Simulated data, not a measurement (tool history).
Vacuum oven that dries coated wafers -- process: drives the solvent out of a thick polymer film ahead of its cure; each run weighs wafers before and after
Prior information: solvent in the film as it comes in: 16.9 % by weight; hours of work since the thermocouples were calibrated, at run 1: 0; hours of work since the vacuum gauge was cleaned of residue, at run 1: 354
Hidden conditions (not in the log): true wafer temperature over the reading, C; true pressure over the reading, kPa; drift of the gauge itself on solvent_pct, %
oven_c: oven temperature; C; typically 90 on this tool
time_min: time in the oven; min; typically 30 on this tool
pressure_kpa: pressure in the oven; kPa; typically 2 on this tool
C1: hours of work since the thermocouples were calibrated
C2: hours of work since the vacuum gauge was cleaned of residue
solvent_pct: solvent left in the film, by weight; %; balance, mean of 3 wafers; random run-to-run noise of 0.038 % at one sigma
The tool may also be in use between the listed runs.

Run 1, hour 0.0: usual settings; C1 0; C2 354. Result: solvent_pct 3.97 %.
Run 2, hour 19.0: usual settings; C1 10; C2 364. Result: solvent_pct 3.88 %.
Run 3, hour 41.6: usual settings but time_min 18 min; C1 23; C2 377. Result: solvent_pct 6.28 %.
Run 4, hour 52.4: usual settings but time_min 18 min; C1 28; C2 382. Result: solvent_pct 6.18 %.
Run 5, hour 64.9: usual settings but time_min 17 min; C1 35; C2 389. Result: solvent_pct 6.44 %.
Run 6, hour 80.8: usual settings but time_min 17 min; C1 44; C2 398. Result: solvent_pct 6.67 %.
Run 7, hour 95.4: usual settings but oven_c 75 C, time_min 17 min; C1 52; C2 406. Result: solvent_pct 11.11 %.
Run 8, hour 113.0: usual settings but oven_c 75 C, time_min 17 min; C1 61; C2 415. Result: solvent_pct 11.25 %.
At hour 116.9: vacuum gauge cleaned of residue and calibrated.
Run 9, hour 136.3: usual settings but oven_c 75 C, time_min 17 min; C1 73; C2 11. Result: solvent_pct 11.16 %.

Run 10 has not been measured yet. What should we expect?
Run 10, hour 153.4: usual settings; C1 82; C2 20. Result: solvent_pct ?.

Run 10 measured solvent_pct 3.89 %.
With the hidden condition absent and the run-to-run variation left alone, this run would have shown solvent_pct 3.85 %.
